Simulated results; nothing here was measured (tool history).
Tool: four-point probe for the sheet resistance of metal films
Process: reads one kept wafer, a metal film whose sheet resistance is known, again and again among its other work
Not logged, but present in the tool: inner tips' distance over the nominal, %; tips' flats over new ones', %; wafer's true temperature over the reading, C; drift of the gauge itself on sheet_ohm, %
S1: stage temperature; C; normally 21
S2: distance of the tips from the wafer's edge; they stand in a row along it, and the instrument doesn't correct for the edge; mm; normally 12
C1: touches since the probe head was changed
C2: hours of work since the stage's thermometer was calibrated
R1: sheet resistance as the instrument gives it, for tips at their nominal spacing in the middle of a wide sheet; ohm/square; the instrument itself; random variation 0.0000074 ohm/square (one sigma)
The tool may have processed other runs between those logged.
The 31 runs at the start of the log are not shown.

Run 32, hour 2826.6: usual settings but S1 20 C, S2 6 mm; C1 190576; C2 760. Result: R1 0.037215 ohm/square.
Run 33, hour 2885.4: usual settings but S1 20 C, S2 6 mm; C1 192220; C2 787. Result: R1 0.037203 ohm/square.
Run 34, hour 2962.9: usual settings but S1 20 C, S2 6 mm; C1 194391; C2 822. Result: R1 0.037202 ohm/square.
Run 35, hour 3024.2: usual settings but S1 20 C, S2 6 mm; C1 196105; C2 849. Result: R1 0.037198 ohm/square.
Run 36, hour 3105.8: usual settings but S1 19 C, S2 35 mm; C1 198390; C2 886. Result: R1 0.036691 ohm/square.
Run 37, hour 3228.6: usual settings but S1 26 C, S2 16 mm; C1 201828; C2 942. Result: R1 0.036725 ohm/square.
Run 38, hour 3298.2: usual settings but S1 20 C, S2 7 mm; C1 203774; C2 973. Result: R1 0.037048 ohm/square.
Run 39, hour 3422.4: usual settings but S1 20 C, S2 7 mm; C1 207252; C2 1029. Result: R1 0.037024 ohm/square.

Forecast each of these 3 alternatives for the next run:
Run A, hour 3486.8: usual settings but S2 74 mm; C1 209053; C2 1058. Result: R1 ?.
Run B, hour 3486.8: usual settings but S1 24 C; C1 209053; C2 1058. Result: R1 ?.
Run C, hour 3486.8: usual settings but S1 30 C, S2 4 mm; C1 209053; C2 1058. Result: R1 ?.

run        R1
  A  0.036629
  B  0.036762
  C  0.037815
Without the tool's hidden state the same runs would have given:
run        R1
  A  0.036907
  B  0.037041
  C    0.0381
